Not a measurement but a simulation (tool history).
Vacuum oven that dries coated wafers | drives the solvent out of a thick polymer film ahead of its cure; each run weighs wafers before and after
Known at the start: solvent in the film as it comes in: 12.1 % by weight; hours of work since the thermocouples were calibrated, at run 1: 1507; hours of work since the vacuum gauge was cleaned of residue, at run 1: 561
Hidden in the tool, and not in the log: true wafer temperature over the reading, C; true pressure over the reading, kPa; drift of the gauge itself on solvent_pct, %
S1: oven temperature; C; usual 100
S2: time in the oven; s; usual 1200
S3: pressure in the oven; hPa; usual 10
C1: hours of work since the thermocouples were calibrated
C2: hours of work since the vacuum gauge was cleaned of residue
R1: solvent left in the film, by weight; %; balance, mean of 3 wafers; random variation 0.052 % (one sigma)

| run | hour | S1 | S2 | S3 | C1 | C2 | R1 |
|---|---|---|---|---|---|---|---|
| 1 | 0 | 100 | 1200 | 10 | 1507 | 561 | 1.2 |
| 2 | 33.9 | 100 | 1200 | 10 | 1522 | 577 | 1.22 |
| 3 | 73.1 | 100 | 1200 | 10 | 1540 | 594 | 1.25 |
| 4 | 118.5 | 100 | 1200 | 10 | 1560 | 615 | 1.33 |
| 5 | 160.1 | 100 | 1200 | 10 | 1579 | 634 | 1.21 |
| 6 | 219.3 | 98 | 1200 | 10 | 1606 | 660 | 1.45 |
| 7 | 279.6 | 98 | 1200 | 10 | 1633 | 688 | 1.56 |
| 8 | 319.6 | 100 | 1200 | 12.1 | 1651 | 706 | 1.57 |
| 9 | 381 | 100 | 1200 | 12.1 | 1679 | 733 | 1.46 |
| 10 | 415.2 | 100 | 1200 | 12.1 | 1694 | 749 | 1.45 |
| 11 | 459.8 | 100 | 1200 | 12.1 | 1714 | 769 | 1.41 |
| 12 | 489.2 | 100 | 1200 | 12.1 | 1728 | 782 | 1.51 |
| 13 | 527.2 | 100 | 1200 | 12.1 | 1745 | 799 | 1.38 |
| 14 | 567.8 | 100 | 1200 | 12.1 | 1763 | 818 | 1.38 |
|  | 578.1 | oven's thermocouples calibrated |
| 15 | 617 | 100 | 1200 | 12.1 | 18 | 839 | 1.52 |
| 16 | 649.8 | 100 | 1200 | 15.7 | 32 | 854 | 1.75 |
| 17 | 675.7 | 100 | 1200 | 15.7 | 44 | 865 | 1.76 |
| 18 | 706.6 | 100 | 1200 | 10 | 58 | 879 | 1.23 |
| 19 | 757.3 | 100 | 1200 | 10 | 81 | 902 | 1.25 |
| 20 | 808.4 | 100 | 1200 | 10 | 104 | 925 | 1.22 |
| 21 | 845.3 | 100 | 1200 | 10 | 121 | 942 | 1.32 |
| 22 | 876.8 | 100 | 1200 | 10 | 135 | 956 | 1.31 |
| 23 | 932.9 | 100 | 1200 | 10 | 160 | 981 | 1.23 |
| 24 | 974.9 | 108 | 1020 | 10 | 179 | 1000 | 0.83 |
| 25 | 1007.8 | 108 | 1020 | 10 | 194 | 1015 | 0.73 |
| 26 | 1057.4 | 91 | 960 | 11.7 | 216 | 1037 | 3.71 |
| 27 | 1113.9 | 91 | 960 | 22.3 | 242 | 1063 | 4.72 |
| 28 | 1149.3 | 112 | 960 | 13.3 | 258 | 1079 | 0.85 |
| 29 | 1204.8 | 112 | 960 | 13.3 | 283 | 1104 | 0.91 |
| 30 | 1235.6 | 110 | 1200 | 36.5 | 297 | 1118 | 2.34 |
| 31 | 1281.5 | 103 | 840 | 36.5 | 317 | 1139 | 3.33 |
| 32 | 1333.6 | 114 | 1200 | 10 | 341 | 1162 | 0.69 |
| 33 | 1385.9 | 112 | 2160 | 10 | 364 | 1186 | 0.68 |
| 34 | 1440.5 | 97 | 1380 | 15 | 389 | 1210 | 2.04 |
| 35 | 1496.3 | 97 | 1380 | 15 | 414 | 1235 | 1.86 |
| 36 | 1545.4 | 93 | 1560 | 10 | 436 | 1258 | 1.86 |
| 37 | 1583.7 | 91 | 960 | 10 | 454 | 1275 | 3.38 |
| 38 | 1641.6 | 100 | 1860 | 24.9 | 480 | 1301 | 2.21 |
| 39 | 1690 | 107 | 1440 | 10 | 501 | 1323 | 0.75 |
| 40 | 1733.4 | 87 | 1080 | 5.6 | 521 | 1342 | 3.58 |
| 41 | 1765.4 | 112 | 960 | 5.6 | 536 | 1357 | 0.4 |
| 42 | 1819.4 | 100 | 1200 | 7.4 | 560 | 1381 | 1 |
| 43 | 1870.3 | 93 | 1740 | 19.2 | 583 | 1404 | 2.64 |
| 44 | 1925.8 | 111 | 1140 | 12.8 | 608 | 1429 | 0.81 |
| 45 | 1973 | 98 | 1200 | 6.4 | 629 | 1450 | 1.21 |
| 46 | 2023.5 | 98 | 1200 | 6.4 | 652 | 1473 | 1.19 |

Hidden state at the last listed run before each entry between runs and at the first one after, where it differs:
Between runs 14 and 15: oven's thermocouples calibrated (hour 578.1)
  true wafer temperature over the reading, C: 0.15 -> 0.01

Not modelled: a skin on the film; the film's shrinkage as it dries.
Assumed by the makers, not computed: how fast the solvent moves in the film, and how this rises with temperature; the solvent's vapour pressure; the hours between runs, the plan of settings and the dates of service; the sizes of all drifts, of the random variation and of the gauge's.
